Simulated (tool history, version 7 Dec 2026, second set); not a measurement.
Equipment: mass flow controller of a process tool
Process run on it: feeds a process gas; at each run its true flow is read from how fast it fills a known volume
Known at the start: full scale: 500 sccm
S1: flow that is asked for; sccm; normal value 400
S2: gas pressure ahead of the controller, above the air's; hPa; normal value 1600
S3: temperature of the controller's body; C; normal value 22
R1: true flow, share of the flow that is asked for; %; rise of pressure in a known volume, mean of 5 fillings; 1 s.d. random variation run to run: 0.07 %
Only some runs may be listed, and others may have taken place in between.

{"run": 1, "day": 0.0, "S1": 400, "S2": 1600, "S3": 22, "R1": 101.27}
{"run": 2, "day": 1.829, "S1": 400, "S2": 1600, "S3": 22, "R1": 101.2}
{"run": 3, "day": 4.792, "S1": 400, "S2": 1600, "S3": 22, "R1": 101.27}
{"run": 4, "day": 7.208, "S1": 400, "S2": 1600, "S3": 22, "R1": 101.22}
{"run": 5, "day": 10.342, "S1": 400, "S2": 1600, "S3": 22, "R1": 101.25}
{"run": 6, "day": 13.538, "S1": 400, "S2": 1600, "S3": 22, "R1": 101.31}
{"run": 7, "day": 15.808, "S1": 400, "S2": 1600, "S3": 22, "R1": 101.33}
{"run": 8, "day": 17.562, "S1": 400, "S2": 1600, "S3": 22, "R1": 101.27}
{"run": 9, "day": 20.179, "S1": 400, "S2": 1600, "S3": 22, "R1": 101.34}
{"run": 10, "day": 23.229, "S1": 400, "S2": 1600, "S3": 22, "R1": 101.43}
{"run": 11, "day": 25.883, "S1": 400, "S2": 1600, "S3": 22, "R1": 101.47}
{"run": 12, "day": 28.675, "S1": 96, "S2": 1600, "S3": 26, "R1": 102.1}
{"run": 13, "day": 31.929, "S1": 397, "S2": 2600, "S3": 37, "R1": 102.54}
{"run": 14, "day": 33.596, "S1": 400, "S2": 1600, "S3": 33, "R1": 101.94}
{"run": 15, "day": 36.454, "S1": 418, "S2": 1600, "S3": 36, "R1": 102.19}
{"run": 16, "day": 39.312, "S1": 400, "S2": 1620, "S3": 22, "R1": 101.57}
{"run": 17, "day": 42.004, "S1": 245, "S2": 1510, "S3": 22, "R1": 101.29}
{"run": 18, "day": 44.417, "S1": 400, "S2": 1770, "S3": 22, "R1": 101.63}
{"run": 19, "day": 45.808, "S1": 268, "S2": 2390, "S3": 22, "R1": 101.44}
{"run": 20, "day": 48.858, "S1": 277, "S2": 1600, "S3": 25, "R1": 101.63}

Alternative continuations, all from the tool just after run 20; predict every row:
{"run": "A", "day": 50.679, "S1": 277, "S2": 1600, "S3": 38, "R1": "?"}
{"run": "B", "day": 50.679, "S1": 187, "S2": 1600, "S3": 24, "R1": "?"}
{"run": "C", "day": 50.679, "S1": 442, "S2": 1750, "S3": 26, "R1": "?"}

run=A R1=102.08
run=B R1=101.33
run=C R1=101.84
Take away the tool's hidden state, keep each run's random variation, and the runs would have read:
run=A R1=99.59
run=B R1=98.47
run=C R1=99.64

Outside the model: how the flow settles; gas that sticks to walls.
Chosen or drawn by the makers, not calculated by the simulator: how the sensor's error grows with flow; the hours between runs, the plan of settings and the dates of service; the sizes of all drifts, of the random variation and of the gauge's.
